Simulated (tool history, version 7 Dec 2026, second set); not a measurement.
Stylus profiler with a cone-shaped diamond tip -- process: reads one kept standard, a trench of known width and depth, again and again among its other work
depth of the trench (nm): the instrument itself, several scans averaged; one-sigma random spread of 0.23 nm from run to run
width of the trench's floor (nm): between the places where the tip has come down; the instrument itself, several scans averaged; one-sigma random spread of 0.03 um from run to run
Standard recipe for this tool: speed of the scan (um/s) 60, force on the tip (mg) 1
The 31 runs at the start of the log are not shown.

| run | hour | speed of the scan (um/s) | force on the tip (mg) | depth of the trench (nm) | width of the trench's floor (nm) |
|---|---|---|---|---|---|
| 32 | 430.7 | 203 | 0.43 | 1006.81 | 14280 |
| 33 | 450.2 | 44 | 0.79 | 1008.6 | 14980 |
| 34 | 465.9 | 44 | 0.79 | 1008.72 | 14910 |
| 35 | 477.2 | 53 | 0.62 | 1007.67 | 14820 |
| 36 | 497.8 | 33 | 0.46 | 1006.53 | 14890 |
| 37 | 514.9 | 48 | 0.74 | 1008.58 | 14820 |
| 38 | 523.3 | 48 | 0.74 | 1008.82 | 14810 |
| 39 | 537.6 | 23 | 1.53 | 1012.82 | 14900 |
| 40 | 558.1 | 23 | 1.53 | 1012.96 | 14850 |
| 41 | 570.4 | 21 | 2.63 | 1017.6 | 14860 |
| 42 | 584.9 | 98 | 0.44 | 1007.05 | 14470 |

Here are 3 independent what-if runs from the current tool condition. What would each one return?
| A | 593.4 | 97 | 0.44 | ? | ? |
| B | 593.4 | 23 | 0.98 | ? | ? |
| C | 593.4 | 86 | 1.76 | ? | ? |

| run | depth of the trench (nm) | width of the trench's floor (nm) |
|---|---|---|
| A | 1006.6 | 14510 |
| B | 1009.98 | 14830 |
| C | 1014.25 | 14720 |
Without the tool's hidden state the same runs would have given:
| run | depth of the trench (nm) | width of the trench's floor (nm) |
|---|---|---|
| A | 1004.32 | 15650 |
| B | 1007.69 | 15980 |
| C | 1011.95 | 15860 |
